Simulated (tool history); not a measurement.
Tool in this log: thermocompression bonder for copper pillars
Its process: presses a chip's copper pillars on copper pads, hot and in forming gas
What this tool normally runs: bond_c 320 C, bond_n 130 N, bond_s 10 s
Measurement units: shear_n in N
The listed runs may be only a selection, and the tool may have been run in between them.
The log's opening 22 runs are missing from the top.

Run 23, hour 519.8: usual settings but bond_c 345 C, bond_s 16 s. Result: shear_n 103.1 N.
Run 24, hour 539.5: usual settings but bond_n 120 N, bond_s 18 s. Result: shear_n 88.7 N.
Run 25, hour 565.9: usual settings but bond_c 313 C, bond_n 92 N, bond_s 5 s. Result: shear_n 49.7 N.
Run 26, hour 600.2: usual settings but bond_c 317 C, bond_n 132 N, bond_s 14 s. Result: shear_n 84.1 N.
Run 27, hour 626.3: usual settings but bond_c 317 C, bond_n 132 N, bond_s 14 s. Result: shear_n 84.1 N.
At hour 656.2: forming gas filter changed.
Run 28, hour 662.5: usual settings but bond_c 317 C, bond_n 132 N, bond_s 14 s. Result: shear_n 88.0 N.
Run 29, hour 695.4: usual settings but bond_c 311 C, bond_n 179 N, bond_s 7 s. Result: shear_n 76.6 N.
Run 30, hour 721.2: usual settings but bond_c 348 C, bond_n 78 N, bond_s 23 s. Result: shear_n 103.0 N.
Run 31, hour 737.1: usual settings but bond_c 338 C, bond_n 111 N. Result: shear_n 89.4 N.
Run 32, hour 770.2: usual settings but bond_c 338 C, bond_n 116 N, bond_s 11 s. Result: shear_n 92.8 N.
Run 33, hour 800.7: usual settings but bond_c 310 C, bond_n 106 N. Result: shear_n 68.7 N.
Run 34, hour 837.6: usual settings but bond_n 113 N, bond_s 7 s. Result: shear_n 69.5 N.
Run 35, hour 863.0: usual settings but bond_c 326 C, bond_n 83 N, bond_s 19 s. Result: shear_n 87.1 N.
Run 36, hour 894.6: usual settings but bond_c 291 C, bond_n 109 N, bond_s 19 s. Result: shear_n 70.4 N.
Run 37, hour 914.9: usual settings but bond_c 291 C, bond_n 86 N, bond_s 8 s. Result: shear_n 46.8 N.
Run 38, hour 940.4: usual settings but bond_c 292 C, bond_s 27 s. Result: shear_n 84.3 N.
Run 39, hour 961.2: usual settings but bond_c 296 C, bond_s 6 s. Result: shear_n 54.0 N.

Each row is a separate what-if for the run after 39, all from the same tool condition, not one after another. Results?
Run A, hour 978.7: usual settings but bond_c 291 C, bond_n 101 N, bond_s 8 s. Result: shear_n ?.
Run B, hour 978.7: usual settings but bond_c 297 C, bond_s 6 s. Result: shear_n ?.
Run C, hour 978.7: usual settings but bond_c 332 C, bond_n 80 N, bond_s 14 s. Result: shear_n ?.

run  shear_n
  A     50.0
  B     54.7
  C     83.6
What these runs would have given with no unlogged condition in the tool:
run  shear_n
  A     47.1
  B     51.7
  C     81.2
